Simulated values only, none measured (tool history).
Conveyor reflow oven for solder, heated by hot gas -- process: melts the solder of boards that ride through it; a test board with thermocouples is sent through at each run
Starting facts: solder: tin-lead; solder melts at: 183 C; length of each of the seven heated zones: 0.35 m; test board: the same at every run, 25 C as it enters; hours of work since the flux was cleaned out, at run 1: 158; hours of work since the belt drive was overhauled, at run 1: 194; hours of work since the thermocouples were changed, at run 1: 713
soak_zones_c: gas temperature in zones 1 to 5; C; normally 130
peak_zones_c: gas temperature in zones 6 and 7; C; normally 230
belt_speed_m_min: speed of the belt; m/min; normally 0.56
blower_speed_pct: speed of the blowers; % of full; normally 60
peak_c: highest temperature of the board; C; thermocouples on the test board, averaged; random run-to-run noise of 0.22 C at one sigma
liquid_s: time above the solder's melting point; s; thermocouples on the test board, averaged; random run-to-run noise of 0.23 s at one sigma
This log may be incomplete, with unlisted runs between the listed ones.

run,hour,soak_zones_c,peak_zones_c,belt_speed_m_min,blower_speed_pct,hours of work since the flux was cleaned out,hours of work since the belt drive was overhauled,hours of work since the thermocouples were changed,peak_c,liquid_s
1,0,130,230,0.56,60,158,194,713,212,49.3
2,17.3,130,230,0.56,60,167,203,722,212.1,49.5
3,38.1,130,230,0.56,60,177,213,732,212.1,49.1
4,62.5,130,230,0.56,59,189,225,744,211.4,49.2
5,98.6,126,230,0.56,59,207,243,762,210.6,46.8
6,117.7,126,230,0.56,59,216,252,771,210.8,47
7,147.4,130,229,0.56,60,231,266,786,211.2,48.4
8,180.9,130,230,0.56,60,247,283,802,211.8,49.6
9,219.3,130,230,0.56,60,266,302,821,211.8,49.3
10,245,130,218,0.56,60,279,314,834,201.8,38.2
11,266.2,130,218,0.56,60,289,325,844,201.4,38.1
12,301.5,130,218,0.56,60,306,342,861,202.1,38
13,341.6,130,218,0.56,60,326,362,881,201.5,38.2
14,365.2,130,218,0.56,60,338,373,893,201.4,38.1
15,388.5,130,218,0.56,60,349,385,904,201.5,38.2
16,422.7,130,218,0.541,80,366,402,921,207.7,48.9
17,460.1,130,220,0.579,51,384,420,939,198.2,31.4
18,500.6,130,220,0.579,51,404,440,959,198.9,31.2
19,522.3,141,218,0.63,63,415,451,970,200.6,35.2
20,544,141,218,0.63,63,425,461,980,200.7,35.4
21,571.2,135,235,0.571,76,439,475,994,221.2,57.8
22,589.3,130,230,0.619,60,448,484,1003,207.4,39.7
# hour 596.8: flux residue cleaned out of gas plates and filters
23,628.2,130,230,0.619,60,15,500,1019,209.7,42.2
24,668.7,127,230,0.619,60,35,520,1039,208.3,40.7
25,691,127,237,0.619,60,46,531,1050,214.3,45.5
26,713.1,127,237,0.619,60,57,542,1061,214.2,45.5
27,733.5,128,242,0.491,60,67,552,1071,227.9,69.5
28,763.6,128,242,0.491,60,82,567,1086,227.6,69.8
29,781.2,136,240,0.604,73,91,575,1095,224.6,56.9
30,801.7,136,240,0.604,73,101,585,1105,224.7,56.5

Hidden condition of the tool, last listed run before each entry between runs versus first listed run after:
From run 22 to run 23: flux residue cleaned out of gas plates and filters (hour 596.8)
  heat that the gas passes to the board, % of a clean oven's: 91.8 -> 99.3; belt's true speed, % of the reading: 99.04 -> 99.01; true gas temperature in zones 6 and 7 over the reading, C: 0.99 -> 1.01
  measured minus no-state result, peak_c: -0.8 -> +1.1 C; liquid_s: -0.8 -> +1.4 s
